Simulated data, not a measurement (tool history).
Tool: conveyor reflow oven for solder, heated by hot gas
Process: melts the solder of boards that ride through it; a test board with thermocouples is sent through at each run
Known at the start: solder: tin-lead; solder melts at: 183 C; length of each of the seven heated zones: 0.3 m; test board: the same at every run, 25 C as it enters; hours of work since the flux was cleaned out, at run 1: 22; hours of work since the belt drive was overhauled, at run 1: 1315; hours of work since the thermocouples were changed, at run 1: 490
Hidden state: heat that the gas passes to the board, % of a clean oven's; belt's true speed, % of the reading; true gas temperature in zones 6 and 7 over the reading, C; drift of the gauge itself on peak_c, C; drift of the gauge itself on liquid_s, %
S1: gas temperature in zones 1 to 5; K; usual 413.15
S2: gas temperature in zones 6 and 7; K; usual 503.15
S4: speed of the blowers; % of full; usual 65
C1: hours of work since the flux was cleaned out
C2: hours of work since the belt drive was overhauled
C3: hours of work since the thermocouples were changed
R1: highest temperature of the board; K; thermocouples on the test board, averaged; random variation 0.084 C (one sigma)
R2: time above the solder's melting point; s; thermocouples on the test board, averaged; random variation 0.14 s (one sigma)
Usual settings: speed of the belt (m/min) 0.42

Run 1, day 0: usual settings; C1 22; C2 1315; C3 490. Result: R1 490.43 K, R2 67.4 s.
Run 2, day 2.596: usual settings; C1 48; C2 1342; C3 516. Result: R1 490.26 K, R2 67.4 s.
Run 3, day 5.358: usual settings; C1 77; C2 1370; C3 545. Result: R1 490.27 K, R2 67.2 s.
Run 4, day 8.388: usual settings; C1 108; C2 1401; C3 575. Result: R1 490.34 K, R2 67.3 s.
Run 5, day 10.429: usual settings but speed of the belt (m/min) 0.378; C1 128; C2 1422; C3 596. Result: R1 493.02 K, R2 78 s.
Run 6, day 13.775: usual settings but speed of the belt (m/min) 0.378; C1 162; C2 1456; C3 630. Result: R1 493.06 K, R2 78.2 s.
At day 15.517: flux residue cleaned out of gas plates and filters.
Run 7, day 16.4: usual settings; C1 9; C2 1481; C3 655. Result: R1 490.02 K, R2 66.8 s.
Run 8, day 18.767: usual settings; C1 33; C2 1505; C3 679. Result: R1 489.95 K, R2 67 s.
Run 9, day 20.738: usual settings; C1 53; C2 1525; C3 699. Result: R1 489.85 K, R2 67 s.
Run 10, day 22.588: usual settings; C1 72; C2 1544; C3 718. Result: R1 489.98 K, R2 67 s.
At day 25.392: flux residue cleaned out of gas plates and filters, once more.
Run 11, day 25.392: usual settings but S1 425.15 K; C1 0; C2 1570; C3 745. Result: R1 492.68 K, R2 74.9 s.
At day 28.029: belt drive overhauled, speed set with a stopwatch.
Run 12, day 29.258: usual settings; C1 38; C2 13; C3 782. Result: R1 490.11 K, R2 65.3 s.
Run 13, day 33.025: usual settings; C1 76; C2 51; C3 821. Result: R1 490.1 K, R2 65.6 s.
Run 14, day 34.554: usual settings; C1 92; C2 67; C3 836. Result: R1 490.09 K, R2 65.5 s.
Run 15, day 36.608: usual settings but speed of the belt (m/min) 0.487; C1 113; C2 88; C3 857. Result: R1 485.52 K, R2 51.6 s.
Run 16, day 39.062: usual settings but speed of the belt (m/min) 0.487; C1 138; C2 113; C3 882. Result: R1 485.35 K, R2 51.3 s.
Run 17, day 42.554: usual settings but S1 415.15 K, S2 511.15 K; C1 173; C2 148; C3 918. Result: R1 497.32 K, R2 71.7 s.
At day 43.371: flux residue cleaned out of gas plates and filters.
Run 18, day 45.954: usual settings but S1 412.15 K, S2 496.15 K, S4 72 % of full; C1 26; C2 181; C3 951. Result: R1 485.05 K, R2 61.5 s.
Run 19, day 49.762: usual settings but S1 426.15 K, S2 496.15 K; C1 65; C2 220; C3 990. Result: R1 486.32 K, R2 68.6 s.
Run 20, day 52.854: usual settings but S1 400.15 K, S2 505.15 K, speed of the belt (m/min) 0.342; C1 97; C2 251; C3 1021. Result: R1 495.85 K, R2 82.5 s.
Run 21, day 56.033: usual settings but S1 400.15 K, S2 505.15 K, speed of the belt (m/min) 0.342; C1 129; C2 284; C3 1053. Result: R1 495.75 K, R2 82.2 s.
Run 22, day 59.612: usual settings but S1 424.15 K, speed of the belt (m/min) 0.45; C1 166; C2 320; C3 1090. Result: R1 490.19 K, R2 65.4 s.
At day 61.308: flux residue cleaned out of gas plates and filters.
Run 23, day 61.562: usual settings but S1 424.15 K, speed of the belt (m/min) 0.45; C1 3; C2 338; C3 1108. Result: R1 490.67 K, R2 66 s.

Forecast run 24:
Run 24, day 64.15: usual settings but S1 399.15 K, S2 507.15 K; C1 29; C2 364; C3 1134. Result: R1 ?, R2 ?.

R1: 492.21 K
R2: 62.5 s
Without the tool's hidden state the same run would have given R1 491.09 K, R2 61.1 s.

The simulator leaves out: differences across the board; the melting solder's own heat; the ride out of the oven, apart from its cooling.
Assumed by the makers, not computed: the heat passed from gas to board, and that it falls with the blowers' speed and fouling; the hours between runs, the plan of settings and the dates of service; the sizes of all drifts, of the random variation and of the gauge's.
